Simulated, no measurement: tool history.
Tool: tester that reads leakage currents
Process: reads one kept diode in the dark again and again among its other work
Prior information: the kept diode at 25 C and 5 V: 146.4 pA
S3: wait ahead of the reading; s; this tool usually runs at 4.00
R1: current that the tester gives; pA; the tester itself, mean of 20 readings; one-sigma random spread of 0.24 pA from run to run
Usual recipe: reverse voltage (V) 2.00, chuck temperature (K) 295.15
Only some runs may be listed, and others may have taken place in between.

run 1 day=0.000 | reverse_voltage_(V)=2.00 chuck_temperature_(K)=295.15 S3=4.00 | R1=74.64
run 2 day=2.821 | reverse_voltage_(V)=2.00 chuck_temperature_(K)=295.15 S3=4.00 | R1=74.59
run 3 day=5.621 | reverse_voltage_(V)=2.00 chuck_temperature_(K)=295.15 S3=4.00 | R1=74.33
run 4 day=10.138 | reverse_voltage_(V)=2.00 chuck_temperature_(K)=329.15 S3=4.00 | R1=1517.27
run 5 day=12.846 | reverse_voltage_(V)=2.00 chuck_temperature_(K)=329.15 S3=4.00 | R1=1511.56
run 6 day=16.508 | reverse_voltage_(V)=2.00 chuck_temperature_(K)=329.15 S3=4.00 | R1=1509.47
run 7 day=19.079 | reverse_voltage_(V)=2.00 chuck_temperature_(K)=294.15 S3=4.00 | R1=67.06
run 8 day=21.762 | reverse_voltage_(V)=2.00 chuck_temperature_(K)=294.15 S3=0.90 | R1=67.75
-- day=22.667 chuck's temperature calibrated
run 9 day=25.446 | reverse_voltage_(V)=2.00 chuck_temperature_(K)=295.15 S3=4.00 | R1=78.58
run 10 day=30.088 | reverse_voltage_(V)=2.00 chuck_temperature_(K)=295.15 S3=4.00 | R1=78.36
run 11 day=35.579 | reverse_voltage_(V)=2.00 chuck_temperature_(K)=295.15 S3=4.00 | R1=78.86
run 12 day=40.000 | reverse_voltage_(V)=2.00 chuck_temperature_(K)=323.15 S3=2.12 | R1=962.37
run 13 day=44.771 | reverse_voltage_(V)=6.03 chuck_temperature_(K)=320.15 S3=2.13 | R1=1145.96
run 14 day=47.250 | reverse_voltage_(V)=1.00 chuck_temperature_(K)=321.15 S3=4.74 | R1=621.70
-- day=47.842 probe card cleaned and baked
run 15 day=50.138 | reverse_voltage_(V)=2.00 chuck_temperature_(K)=319.15 S3=4.00 | R1=685.14
run 16 day=55.404 | reverse_voltage_(V)=5.34 chuck_temperature_(K)=319.15 S3=0.78 | R1=1006.80
run 17 day=58.471 | reverse_voltage_(V)=5.34 chuck_temperature_(K)=309.15 S3=0.78 | R1=423.80

Run 18 has not been measured yet. What should we expect?
run 18 day=61.421 | reverse_voltage_(V)=5.34 chuck_temperature_(K)=309.15 S3=0.78 | R1=?

Run 18 yielded R1 425.52 pA.
With no hidden state in the tool, this same run would have given R1 425.45 pA.

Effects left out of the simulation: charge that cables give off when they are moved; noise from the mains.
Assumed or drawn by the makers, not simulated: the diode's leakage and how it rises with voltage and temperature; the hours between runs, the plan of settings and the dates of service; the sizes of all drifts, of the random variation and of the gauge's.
